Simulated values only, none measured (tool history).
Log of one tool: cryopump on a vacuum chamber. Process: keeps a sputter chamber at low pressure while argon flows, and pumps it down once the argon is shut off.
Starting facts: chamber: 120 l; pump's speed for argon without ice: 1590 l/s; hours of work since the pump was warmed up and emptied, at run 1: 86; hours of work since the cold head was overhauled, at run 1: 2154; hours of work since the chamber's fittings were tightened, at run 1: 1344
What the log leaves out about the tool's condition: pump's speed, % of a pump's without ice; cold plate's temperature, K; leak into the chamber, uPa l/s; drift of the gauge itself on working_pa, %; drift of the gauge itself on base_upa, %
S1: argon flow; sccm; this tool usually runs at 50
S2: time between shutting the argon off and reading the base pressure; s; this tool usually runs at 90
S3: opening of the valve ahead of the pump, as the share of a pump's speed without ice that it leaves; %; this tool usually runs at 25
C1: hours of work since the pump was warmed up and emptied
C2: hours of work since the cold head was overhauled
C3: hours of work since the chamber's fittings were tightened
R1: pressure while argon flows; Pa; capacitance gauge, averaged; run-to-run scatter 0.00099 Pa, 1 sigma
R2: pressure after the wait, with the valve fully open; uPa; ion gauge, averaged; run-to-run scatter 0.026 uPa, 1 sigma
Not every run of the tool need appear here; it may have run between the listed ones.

{"run": 1, "hour": 0.0, "S1": 50, "S2": 90, "S3": 25, "C1": 86, "C2": 2154, "C3": 1344, "R1": 0.2146, "R2": 1.51}
{"run": 2, "hour": 76.7, "S1": 50, "S2": 90, "S3": 25, "C1": 131, "C2": 2199, "C3": 1388, "R1": 0.2166, "R2": 1.5}
{"run": 3, "hour": 169.9, "S1": 50, "S2": 90, "S3": 25, "C1": 185, "C2": 2253, "C3": 1443, "R1": 0.2174, "R2": 1.57}
{"run": 4, "hour": 255.6, "S1": 50, "S2": 90, "S3": 25, "C1": 235, "C2": 2303, "C3": 1492, "R1": 0.218, "R2": 1.59}
{"run": 5, "hour": 351.9, "S1": 50, "S2": 90, "S3": 25, "C1": 291, "C2": 2359, "C3": 1548, "R1": 0.2202, "R2": 1.63}
{"run": 6, "hour": 453.8, "S1": 50, "S2": 90, "S3": 25, "C1": 350, "C2": 2418, "C3": 1608, "R1": 0.2193, "R2": 1.7}
{"run": 7, "hour": 570.3, "S1": 50, "S2": 90, "S3": 25, "C1": 417, "C2": 2486, "C3": 1675, "R1": 0.221, "R2": 1.73}
{"run": 8, "hour": 636.6, "S1": 73, "S2": 90, "S3": 58, "C1": 456, "C2": 2524, "C3": 1714, "R1": 0.1488, "R2": 1.73}
{"hour": 667.9, "done": "pump warmed up, emptied and cooled again"}
{"run": 9, "hour": 753.5, "S1": 42, "S2": 45, "S3": 29, "C1": 50, "C2": 2589, "C3": 1779, "R1": 0.1552, "R2": 2.53}
{"run": 10, "hour": 815.3, "S1": 42, "S2": 45, "S3": 29, "C1": 86, "C2": 2625, "C3": 1815, "R1": 0.1562, "R2": 2.63}
{"run": 11, "hour": 901.8, "S1": 42, "S2": 45, "S3": 29, "C1": 136, "C2": 2676, "C3": 1865, "R1": 0.1575, "R2": 2.59}
{"run": 12, "hour": 1005.3, "S1": 42, "S2": 45, "S3": 29, "C1": 196, "C2": 2736, "C3": 1925, "R1": 0.1579, "R2": 2.68}
{"run": 13, "hour": 1087.1, "S1": 42, "S2": 45, "S3": 29, "C1": 244, "C2": 2783, "C3": 1973, "R1": 0.1574, "R2": 2.69}
{"run": 14, "hour": 1139.9, "S1": 33, "S2": 45, "S3": 49, "C1": 274, "C2": 2814, "C3": 2004, "R1": 0.0751, "R2": 2.71}

How the hidden state differs across the entries between the runs, from the last listed run before each to the first after it:
Run 8 -> run 9: pump warmed up, emptied and cooled again (hour 667.9)
  pump's speed, % of a pump's without ice: 86.6 -> 98.1; cold plate's temperature, K: 13.25 -> 13.27; leak into the chamber, uPa l/s: 1072 -> 1098
  what was measured, less what the result would be without the hidden state, R1: +0.0143 -> +0.002 Pa; R2: +0.61 -> +0.52 uPa
